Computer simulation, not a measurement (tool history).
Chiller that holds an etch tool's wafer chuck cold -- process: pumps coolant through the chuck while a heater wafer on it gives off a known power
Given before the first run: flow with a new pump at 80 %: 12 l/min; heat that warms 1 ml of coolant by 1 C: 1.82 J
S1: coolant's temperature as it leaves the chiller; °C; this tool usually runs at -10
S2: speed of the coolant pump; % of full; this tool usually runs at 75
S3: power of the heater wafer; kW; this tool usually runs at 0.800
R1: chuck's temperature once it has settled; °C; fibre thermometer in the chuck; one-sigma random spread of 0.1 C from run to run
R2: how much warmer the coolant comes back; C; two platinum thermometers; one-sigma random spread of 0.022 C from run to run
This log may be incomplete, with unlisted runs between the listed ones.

{"run": 1, "hour": 0.0, "S1": -10, "S2": 75, "S3": 0.8, "R1": -0.5, "R2": 2.33}
{"run": 2, "hour": 77.3, "S1": -10, "S2": 75, "S3": 0.8, "R1": -0.4, "R2": 2.36}
{"run": 3, "hour": 182.5, "S1": -10, "S2": 75, "S3": 0.8, "R1": -0.6, "R2": 2.35}
{"run": 4, "hour": 261.9, "S1": -10, "S2": 75, "S3": 0.8, "R1": -0.6, "R2": 2.33}
{"run": 5, "hour": 387.6, "S1": -10, "S2": 75, "S3": 0.8, "R1": -0.4, "R2": 2.33}
{"run": 6, "hour": 507.3, "S1": -10, "S2": 75, "S3": 0.8, "R1": -0.4, "R2": 2.35}
{"run": 7, "hour": 662.5, "S1": -10, "S2": 75, "S3": 0.8, "R1": -0.5, "R2": 2.32}
{"run": 8, "hour": 742.2, "S1": 0, "S2": 75, "S3": 0.8, "R1": 9.4, "R2": 2.37}
{"run": 9, "hour": 851.4, "S1": -10, "S2": 99, "S3": 0.8, "R1": -2.7, "R2": 1.75}
{"run": 10, "hour": 952.1, "S1": -10, "S2": 99, "S3": 0.8, "R1": -2.6, "R2": 1.78}
{"run": 11, "hour": 1085.3, "S1": -10, "S2": 75, "S3": 0.8, "R1": -0.5, "R2": 2.35}
{"run": 12, "hour": 1194.6, "S1": -10, "S2": 75, "S3": 0.8, "R1": -0.6, "R2": 2.36}
{"run": 13, "hour": 1300.5, "S1": -10, "S2": 75, "S3": 0.8, "R1": -0.6, "R2": 2.34}
{"hour": 1371.2, "done": "coolant changed, channels flushed"}
{"run": 14, "hour": 1388.2, "S1": -10, "S2": 75, "S3": 0.8, "R1": -0.5, "R2": 2.37}
{"run": 15, "hour": 1546.0, "S1": -10, "S2": 75, "S3": 0.649, "R1": -2.4, "R2": 1.91}
{"run": 16, "hour": 1675.7, "S1": -10, "S2": 75, "S3": 0.663, "R1": -2.2, "R2": 1.93}
{"run": 17, "hour": 1778.6, "S1": -1, "S2": 75, "S3": 0.8, "R1": 8.5, "R2": 2.36}
{"run": 18, "hour": 1905.5, "S1": -17, "S2": 82, "S3": 0.411, "R1": -12.7, "R2": 1.1}
{"run": 19, "hour": 2048.7, "S1": -17, "S2": 82, "S3": 0.411, "R1": -12.4, "R2": 1.1}
{"run": 20, "hour": 2160.0, "S1": -17, "S2": 82, "S3": 0.411, "R1": -12.6, "R2": 1.12}
{"run": 21, "hour": 2271.6, "S1": -11, "S2": 82, "S3": 0.53, "R1": -5.2, "R2": 1.45}
{"run": 22, "hour": 2386.9, "S1": -1, "S2": 91, "S3": 0.881, "R1": 7.6, "R2": 2.12}
{"run": 23, "hour": 2533.4, "S1": -4, "S2": 91, "S3": 0.865, "R1": 4.6, "R2": 2.09}
{"run": 24, "hour": 2664.6, "S1": -10, "S2": 66, "S3": 0.76, "R1": 0.3, "R2": 2.52}
{"run": 25, "hour": 2781.1, "S1": -10, "S2": 92, "S3": 0.8, "R1": -2.2, "R2": 1.88}
{"run": 26, "hour": 2916.2, "S1": -4, "S2": 92, "S3": 0.8, "R1": 3.8, "R2": 1.88}
{"run": 27, "hour": 2991.4, "S1": -17, "S2": 99, "S3": 0.769, "R1": -10.0, "R2": 1.7}
{"run": 28, "hour": 3122.6, "S1": -4, "S2": 67, "S3": 0.8, "R1": 6.5, "R2": 2.64}
{"run": 29, "hour": 3250.2, "S1": -4, "S2": 74, "S3": 0.8, "R1": 5.7, "R2": 2.41}
{"run": 30, "hour": 3333.4, "S1": -10, "S2": 75, "S3": 0.429, "R1": -4.9, "R2": 1.25}
{"hour": 3341.9, "done": "chiller's thermometer calibrated"}
{"run": 31, "hour": 3431.8, "S1": -7, "S2": 75, "S3": 0.624, "R1": 0.5, "R2": 1.85}

3 options for the next run, each taken on its own from the tool as it stands now. Forecast them:
{"run": "A", "hour": 3550.0, "S1": -10, "S2": 79, "S3": 0.916, "R1": "?", "R2": "?"}
{"run": "B", "hour": 3550.0, "S1": -8, "S2": 67, "S3": 0.624, "R1": "?", "R2": "?"}
{"run": "C", "hour": 3550.0, "S1": -7, "S2": 61, "S3": 0.861, "R1": "?", "R2": "?"}

run=A R1=0.5 R2=2.57
run=B R1=0.3 R2=2.05
run=C R1=5.5 R2=3.13
Stripped of hidden state, with their random variation kept, the same runs would have yielded:
run=A R1=0.4 R2=2.56
run=B R1=0.2 R2=2.05
run=C R1=5.4 R2=3.12
